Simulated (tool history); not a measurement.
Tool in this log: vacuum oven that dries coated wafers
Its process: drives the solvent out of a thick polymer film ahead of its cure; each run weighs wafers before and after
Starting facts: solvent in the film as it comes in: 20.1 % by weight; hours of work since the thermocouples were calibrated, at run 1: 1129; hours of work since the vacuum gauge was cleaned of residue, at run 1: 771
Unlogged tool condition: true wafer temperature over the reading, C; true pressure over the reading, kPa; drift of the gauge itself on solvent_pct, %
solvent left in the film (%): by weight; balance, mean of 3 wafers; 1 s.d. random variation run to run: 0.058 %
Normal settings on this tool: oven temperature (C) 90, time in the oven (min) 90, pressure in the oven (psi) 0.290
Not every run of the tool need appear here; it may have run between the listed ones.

run   hour  oven temperature (C)  time in the oven (min)  pressure in the oven (psi)  hours of work since the thermocouples were calibrated  hours of work since the vacuum gauge was cleaned of residue  solvent left in the film (%)
  1    0.0                    90                      90                       0.290                                                   1129                                                          771                          3.44
  2   17.7                    90                      90                       0.263                                                   1142                                                          783                          3.48
  3   41.3                    90                     118                       0.290                                                   1158                                                          799                          2.64
  4   66.5                    90                      62                       0.290                                                   1175                                                          817                          5.35
  5   89.9                    90                      62                       0.290                                                   1191                                                          833                          5.30
  6  115.7                    90                      62                       0.290                                                   1209                                                          850                          5.22
     135.5  -- oven's thermocouples calibrated
  7  138.8                    90                     137                       0.290                                                      2                                                          865                          2.51
  8  154.2                    90                      90                       0.290                                                     13                                                          875                          3.91
  9  184.1                    90                      90                       0.290                                                     33                                                          896                          3.92
 10  208.1                    90                      89                       0.290                                                     50                                                          912                          4.00
 11  221.6                    90                      89                       0.290                                                     59                                                          922                          4.07
 12  235.3                    90                      90                       0.167                                                     69                                                          931                          3.48
 13  254.2                    77                      90                       0.290                                                     82                                                          944                          9.37
 14  275.1                    88                      90                       0.290                                                     96                                                          958                          4.67
 15  304.6                    90                      85                       0.290                                                    116                                                          979                          4.22
 16  321.5                    90                      85                       0.290                                                    128                                                          990                          4.08
 17  347.9                    90                      85                       0.290                                                    146                                                         1008                          4.13
 18  368.8                    90                      90                       0.161                                                    160                                                         1023                          3.46
 19  385.2                    90                      90                       0.290                                                    171                                                         1034                          3.93
 20  404.3                    75                      90                       0.290                                                    185                                                         1047                         10.09
 21  429.5                    90                     116                       0.290                                                    202                                                         1064                          3.04
 22  446.5                    94                     116                       0.290                                                    214                                                         1076                          2.10
 23  470.6                    94                     116                       0.290                                                    230                                                         1093                          2.01
 24  486.4                    94                     116                       0.290                                                    241                                                         1104                          2.06
 25  515.9                    94                     116                       0.290                                                    261                                                         1124                          2.02
 26  542.0                    90                     129                       0.345                                                    279                                                         1142                          2.85
 27  555.4                    90                     129                       0.345                                                    288                                                         1151                          2.93
 28  577.3                   102                      91                       0.371                                                    303                                                         1166                          1.55
 29  592.4                    91                     130                       0.290                                                    314                                                         1176                          2.38
 30  619.2                    93                     103                       0.408                                                    332                                                         1195                          3.02
 31  639.1                    93                     103                       0.379                                                    346                                                         1208                          2.88
 32  651.4                    85                      68                       0.415                                                    354                                                         1217                          7.76
 33  665.2                    85                      68                       0.415                                                    364                                                         1226                          7.69
 34  688.5                    80                      90                       0.750                                                    380                                                         1242                         10.12
 35  718.0                    78                      92                       0.405                                                    400                                                         1263                          9.30
 36  745.8                    78                      77                       0.796                                                    419                                                         1282                         11.86
 37  768.6                   100                     128                       0.754                                                    435                                                         1297                          2.63
 38  789.0                    90                      80                       0.532                                                    449                                                         1311                          5.38
 39  812.5                    90                      80                       0.532                                                    465                                                         1327                          5.31
 40  832.2                    90                      80                       0.532                                                    478                                                         1341                          5.47
 41  853.1                    90                      80                       0.532                                                    493                                                         1355                          5.45
 42  874.8                    90                      80                       0.532                                                    508                                                         1370                          5.42
 43  891.3                    90                      80                       0.532                                                    519                                                         1382                          5.28
 44  917.0                   102                      55                       0.278                                                    537                                                         1399                          2.39
 45  939.0                    90                      96                       0.290                                                    552                                                         1414                          3.64
 46  965.6                    94                     150                       0.290                                                    570                                                         1433                          1.72

3 ways to go on from here, each from the tool as it stands after run 46. What would each give?
  A  992.5                    75                     150                       0.290                                                    589                                                         1451                             ?
  B  992.5                    79                     147                       1.112                                                    589                                                         1451                             ?
  C  992.5                    94                     150                       1.098                                                    589                                                         1451                             ?

run  solvent left in the film (%)
  A                          7.34
  B                         10.63
  C                          4.86
With the hidden condition removed and each run's random variation left untouched, the same runs would have given:
run  solvent left in the film (%)
  A                          6.82
  B                         10.14
  C                          4.52

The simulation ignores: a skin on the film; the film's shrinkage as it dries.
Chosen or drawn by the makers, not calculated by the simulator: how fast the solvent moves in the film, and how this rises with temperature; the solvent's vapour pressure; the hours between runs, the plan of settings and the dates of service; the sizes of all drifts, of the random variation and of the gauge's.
